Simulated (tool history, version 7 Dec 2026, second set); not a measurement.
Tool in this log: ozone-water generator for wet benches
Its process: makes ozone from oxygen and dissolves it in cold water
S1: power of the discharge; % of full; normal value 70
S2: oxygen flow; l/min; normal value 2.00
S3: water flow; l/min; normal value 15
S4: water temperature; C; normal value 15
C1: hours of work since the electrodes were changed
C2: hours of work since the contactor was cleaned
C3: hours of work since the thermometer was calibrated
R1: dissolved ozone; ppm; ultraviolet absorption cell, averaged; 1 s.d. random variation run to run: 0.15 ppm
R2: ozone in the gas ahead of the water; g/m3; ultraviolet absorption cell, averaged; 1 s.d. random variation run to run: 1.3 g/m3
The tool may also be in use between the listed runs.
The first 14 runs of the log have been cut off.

run 15 day=27.975 | S1=70 S2=2.00 S3=15 S4=15 | C1=2528 C2=167 C3=3630 | R1=14.5 R2=197.2
-- day=29.096 contactor cleaned, once more
run 16 day=30.104 | S1=70 S2=2.00 S3=15 S4=15 | C1=2564 C2=18 C3=3666 | R1=16.2 R2=198.9
run 17 day=32.838 | S1=100 S2=1.12 S3=23 S4=21 | C1=2614 C2=68 C3=3716 | R1=12.1 R2=364.1
run 18 day=34.075 | S1=100 S2=3.16 S3=23 S4=10 | C1=2637 C2=91 C3=3739 | R1=15.4 R2=186.9
run 19 day=36.029 | S1=44 S2=3.16 S3=21 S4=10 | C1=2672 C2=127 C3=3775 | R1=9.6 R2=106.8
run 20 day=37.729 | S1=70 S2=1.51 S3=10 S4=10 | C1=2703 C2=158 C3=3806 | R1=23.0 R2=236.2
run 21 day=39.279 | S1=88 S2=2.00 S3=20 S4=15 | C1=2732 C2=186 C3=3834 | R1=14.5 R2=226.5
run 22 day=41.592 | S1=88 S2=2.00 S3=20 S4=15 | C1=2774 C2=229 C3=3876 | R1=14.4 R2=226.9
run 23 day=44.300 | S1=70 S2=2.00 S3=9 S4=15 | C1=2824 C2=278 C3=3926 | R1=23.0 R2=194.4
run 24 day=46.058 | S1=69 S2=2.00 S3=9 S4=11 | C1=2856 C2=310 C3=3958 | R1=24.1 R2=192.2
run 25 day=48.708 | S1=48 S2=2.90 S3=19 S4=12 | C1=2904 C2=359 C3=4007 | R1=10.6 R2=119.1
run 26 day=50.883 | S1=93 S2=2.90 S3=19 S4=10 | C1=2944 C2=399 C3=4046 | R1=16.7 R2=183.0
run 27 day=52.829 | S1=94 S2=2.20 S3=19 S4=10 | C1=2980 C2=434 C3=4082 | R1=16.0 R2=218.6
run 28 day=55.396 | S1=70 S2=2.00 S3=19 S4=15 | C1=3027 C2=481 C3=4129 | R1=12.6 R2=191.7
run 29 day=56.938 | S1=62 S2=2.20 S3=17 S4=12 | C1=3055 C2=509 C3=4157 | R1=13.0 R2=164.2
run 30 day=58.396 | S1=62 S2=2.20 S3=17 S4=12 | C1=3082 C2=536 C3=4184 | R1=13.2 R2=167.2
-- day=58.729 water thermometer calibrated
run 31 day=60.121 | S1=62 S2=2.20 S3=17 S4=12 | C1=3113 C2=567 C3=25 | R1=13.3 R2=166.4
run 32 day=62.638 | S1=62 S2=2.20 S3=17 S4=12 | C1=3159 C2=613 C3=72 | R1=12.8 R2=165.2

What if the next run were any one of these 4? Each begins from the tool's condition after run 32:
run A day=64.879 | S1=62 S2=2.20 S3=14 S4=12 | C1=3200 C2=654 C3=113 | R1=? R2=?
run B day=64.879 | S1=53 S2=2.00 S3=11 S4=16 | C1=3200 C2=654 C3=113 | R1=? R2=?
run C day=64.879 | S1=70 S2=1.30 S3=10 S4=14 | C1=3200 C2=654 C3=113 | R1=? R2=?
run D day=64.879 | S1=78 S2=2.00 S3=15 S4=15 | C1=3200 C2=654 C3=113 | R1=? R2=?

run=A R1=15.3 R2=165.1
run=B R1=16.0 R2=157.8
run=C R1=20.7 R2=249.0
run=D R1=16.6 R2=202.5
Had the tool no hidden state, the same runs would have come out as:
run=A R1=18.8 R2=199.8
run=B R1=19.1 R2=186.6
run=C R1=25.8 R2=306.8
run=D R1=21.0 R2=253.6

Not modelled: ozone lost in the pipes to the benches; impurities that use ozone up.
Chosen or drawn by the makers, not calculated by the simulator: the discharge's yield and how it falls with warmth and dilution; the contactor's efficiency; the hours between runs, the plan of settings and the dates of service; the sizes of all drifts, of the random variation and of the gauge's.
